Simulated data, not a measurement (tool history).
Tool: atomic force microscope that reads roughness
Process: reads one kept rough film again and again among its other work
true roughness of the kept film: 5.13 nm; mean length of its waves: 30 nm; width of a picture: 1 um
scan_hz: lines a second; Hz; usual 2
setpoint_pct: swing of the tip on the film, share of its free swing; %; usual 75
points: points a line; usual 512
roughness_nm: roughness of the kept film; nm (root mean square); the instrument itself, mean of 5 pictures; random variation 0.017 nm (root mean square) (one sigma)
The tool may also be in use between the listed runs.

run,day,scan_hz,setpoint_pct,points,roughness_nm
1,0,2,75,512,2.987
2,0.179,2,75,512,2.983
3,0.567,2,75,512,2.959
4,0.808,2,75,512,2.935
# day 1.142: new tip fitted
5,1.175,2,75,512,3.997
6,1.4,2,64,512,4.04
7,1.696,2,64,512,3.97
8,2.117,2,75,512,3.815
9,2.512,1.67,75,512,3.81
10,2.838,1.67,75,512,3.785
11,3.171,1.67,75,512,3.738
12,3.492,1.67,75,512,3.701
13,3.742,2,75,280,3.601
14,4.133,2,75,280,3.563
15,4.542,2,75,512,3.532
16,4.821,2,75,512,3.497
17,5.129,2,75,512,3.461
18,5.371,2,75,512,3.447
19,5.588,2,75,512,3.437
20,5.979,2,75,512,3.361
21,6.254,2,75,773,3.338
# day 6.338: height scale calibrated on a step standard
22,6.671,1.23,75,512,3.348
23,6.933,1.23,75,512,3.333
24,7.258,1.23,75,502,3.299
25,7.646,1.23,75,502,3.256
26,8.025,0.99,75,682,3.278
# day 8.4: height scale calibrated on a step standard, once more
27,8.4,0.99,75,682,3.222
28,8.788,2,66,512,3.166
29,9.125,3.01,60,335,3.11
30,9.3,3.55,57,335,3.082
31,9.571,3.4,87,308,2.787
32,9.792,3.21,70,375,2.992
33,10.183,2.83,70,375,2.957
34,10.412,2.96,65,678,3.003
35,10.804,2.96,73,402,2.889
36,10.988,2.21,63,737,2.998
37,11.183,1.8,60,335,2.963
38,11.521,1.34,67,425,2.936
# day 11.821: new tip fitted
39,11.971,2,72,1012,3.994
40,12.154,0.86,56,263,4
41,12.546,0.86,56,263,3.945
42,12.85,0.86,56,263,3.884
43,13.279,1.47,84,262,3.655
44,13.483,1.47,78,262,3.68
45,13.808,1.47,78,262,3.651
46,14.229,1.47,78,262,3.602
47,14.567,1.47,78,262,3.552
48,14.912,1.47,69,262,3.556

Some steps in roughness_nm between neighbouring runs. How much of each would the tool show without its hidden state too (settings, what came in, random variation), and how much is left for the hidden state, with any gauge scatter that isn't in both results?
The hidden state here: radius of the tip, nm; height scale over the true one, %; drift of the gauge itself on roughness_nm, %.
Run 4 -> 5: new tip fitted. roughness_nm +1.062 nm (root mean square): hidden state +1.048, all else +0.014.
Run 30 -> 31: scan_hz 3.55 -> 3.4, setpoint_pct 57 -> 87, points 335 -> 308. roughness_nm -0.295 nm (root mean square): hidden state +0.066, all else -0.361.
Run 31 -> 32: scan_hz 3.4 -> 3.21, setpoint_pct 87 -> 70, points 308 -> 375. roughness_nm +0.205 nm (root mean square): hidden state -0.09, all else +0.295.
Run 38 -> 39: scan_hz 1.34 -> 2, setpoint_pct 67 -> 72, points 425 -> 1012, new tip fitted. roughness_nm +1.058 nm (root mean square): hidden state +1.073, all else -0.015.

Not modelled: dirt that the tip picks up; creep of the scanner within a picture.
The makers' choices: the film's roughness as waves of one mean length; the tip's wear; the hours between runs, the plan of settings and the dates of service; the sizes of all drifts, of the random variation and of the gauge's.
